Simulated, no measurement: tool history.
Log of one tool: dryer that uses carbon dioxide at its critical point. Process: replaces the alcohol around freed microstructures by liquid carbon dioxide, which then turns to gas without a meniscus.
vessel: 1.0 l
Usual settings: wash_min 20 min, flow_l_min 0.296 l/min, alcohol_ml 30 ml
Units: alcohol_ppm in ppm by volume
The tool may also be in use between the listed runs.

run,hour,wash_min,flow_l_min,alcohol_ml,alcohol_ppm
1,0.0,20,0.296,30,189
2,12.1,20,0.296,30,209
3,24.7,20,0.296,30,197
4,46.1,19,0.296,30,271
5,56.9,19,0.296,30,283
6,73.9,20,0.258,30,442
7,88.5,21,0.258,30,365
8,99.8,15,0.296,30,807
# hour 110.2: inlet filter changed
9,110.5,20,0.238,30,336
10,128.0,20,0.238,30,364
11,147.5,28,0.409,33,12

4 ways to go on from here, each from the tool as it stands after run 11. What would each give?
A,164.3,26,0.296,30,?
B,164.3,14,0.307,54,?
C,164.3,17,0.364,51,?
D,164.3,28,0.377,33,?

run,alcohol_ppm
A,42
B,1008
C,168
D,11
Without the tool's hidden state the same runs would have given:
run,alcohol_ppm
A,28
B,905
C,137
D,0

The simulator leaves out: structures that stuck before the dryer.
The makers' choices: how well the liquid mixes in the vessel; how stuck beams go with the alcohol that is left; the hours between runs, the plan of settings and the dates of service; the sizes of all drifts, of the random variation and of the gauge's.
